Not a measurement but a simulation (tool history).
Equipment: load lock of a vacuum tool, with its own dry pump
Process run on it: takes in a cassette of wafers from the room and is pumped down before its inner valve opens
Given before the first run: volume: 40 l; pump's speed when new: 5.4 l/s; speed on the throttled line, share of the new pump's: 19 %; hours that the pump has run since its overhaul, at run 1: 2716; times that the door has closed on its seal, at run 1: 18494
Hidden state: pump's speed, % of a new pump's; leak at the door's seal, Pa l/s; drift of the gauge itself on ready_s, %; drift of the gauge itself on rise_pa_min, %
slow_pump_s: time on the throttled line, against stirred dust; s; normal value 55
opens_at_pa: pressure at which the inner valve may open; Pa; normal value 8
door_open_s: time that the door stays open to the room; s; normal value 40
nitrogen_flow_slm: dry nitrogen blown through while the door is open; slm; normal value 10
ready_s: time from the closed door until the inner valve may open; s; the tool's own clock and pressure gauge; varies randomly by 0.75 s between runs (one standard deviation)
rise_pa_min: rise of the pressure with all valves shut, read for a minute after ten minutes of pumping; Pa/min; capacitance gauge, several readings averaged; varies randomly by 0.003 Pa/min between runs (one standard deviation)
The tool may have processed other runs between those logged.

run,hour,slow_pump_s,opens_at_pa,door_open_s,nitrogen_flow_slm,hours that the pump has run since its overhaul,times that the door has closed on its seal,"incoming humidity of the room's air, %",ready_s,rise_pa_min
1,0.0,55,8,40,10,2716,18494,50.1,117.3,0.257
2,157.2,55,8,223,10,2873,19159,45.1,117.0,0.297
3,248.6,55,8,223,10,2965,19546,46.8,116.6,0.311
4,414.2,55,8,40,43,3130,20247,45.2,117.4,0.277
5,587.9,55,8,40,43,3304,20982,46.4,115.7,0.286
6,720.0,55,8,53,10,3436,21541,47.8,116.9,0.313
7,828.5,55,8,53,10,3545,22001,40.9,117.2,0.327
8,998.6,55,8,40,13,3715,22721,42.7,117.3,0.335
9,1094.7,55,8,40,13,3811,23127,46.4,117.7,0.337
10,1264.6,55,8,40,13,3981,23847,46.3,117.7,0.356
11,1425.3,55,8,40,13,4142,24527,43.2,119.2,0.366
12,1603.7,55,8,40,13,4320,25282,44.4,118.0,0.375
13,1742.3,55,8,40,13,4459,25869,46.0,118.9,0.392
14,1846.2,55,8,40,25,4562,26309,46.3,118.0,0.399
15,1947.8,55,8,40,25,4664,26739,42.4,117.5,0.407
16,2072.6,55,8,40,10,4789,27267,43.9,119.8,0.434
17,2150.0,55,8,40,10,4866,27594,46.1,117.6,0.436
18,2311.6,55,8,40,10,5028,28278,44.3,118.3,0.449
19,2460.8,55,8,40,23,5177,28910,46.0,117.8,0.456
20,2607.6,55,11,40,43,5324,29531,45.6,116.0,0.470
21,2744.2,55,6,40,10,5460,30109,41.8,121.2,0.496
22,2892.2,55,8,120,6,5608,30736,43.4,119.5,0.540
23,2964.8,55,8,120,6,5681,31043,40.9,118.2,0.529
24,3064.3,55,8,220,44,5780,31464,44.5,119.9,0.527
25,3192.8,36,9,43,4,5909,32008,43.8,104.4,0.548
26,3311.0,36,9,87,4,6027,32509,45.4,104.0,0.567
27,3448.3,55,8,40,26,6165,33090,47.4,120.7,0.565
28,3559.1,55,8,40,26,6275,33559,43.7,118.3,0.569
29,3734.2,48,8,40,4,6450,34300,44.4,114.7,0.610
30,3818.2,55,10,40,29,6534,34656,45.7,117.5,0.600
31,3946.7,55,10,40,29,6663,35199,42.6,118.9,0.606
32,4020.7,28,8,40,25,6737,35512,43.9,99.4,0.636
33,4178.2,28,8,40,25,6894,36179,44.3,97.6,0.653
34,4330.8,28,8,40,25,7047,36825,45.4,99.6,0.671
35,4439.2,52,12,40,10,7155,37284,48.5,115.3,0.688
36,4546.0,55,8,26,19,7262,37736,44.3,120.8,0.688

Some steps in ready_s between neighbouring runs. How much of each would the tool show without its hidden state too (settings, what came in, random variation), and how much is left for the hidden state, with any gauge scatter that isn't in both results?
Run 24 -> 25: slow_pump_s 55 -> 36, opens_at_pa 8 -> 9, door_open_s 220 -> 43, nitrogen_flow_slm 44 -> 4. ready_s -15.5 s: hidden state +0.5, all else -16.0.
Run 26 -> 27: slow_pump_s 36 -> 55, opens_at_pa 9 -> 8, door_open_s 87 -> 40, nitrogen_flow_slm 4 -> 26. ready_s +16.7 s: hidden state -0.3, all else +17.0.
Run 31 -> 32: slow_pump_s 55 -> 28, opens_at_pa 10 -> 8, nitrogen_flow_slm 29 -> 25. ready_s -19.5 s: hidden state +0.5, all else -20.0.
Run 34 -> 35: slow_pump_s 28 -> 52, opens_at_pa 8 -> 12, nitrogen_flow_slm 25 -> 10. ready_s +15.7 s: hidden state -0.6, all else +16.3.
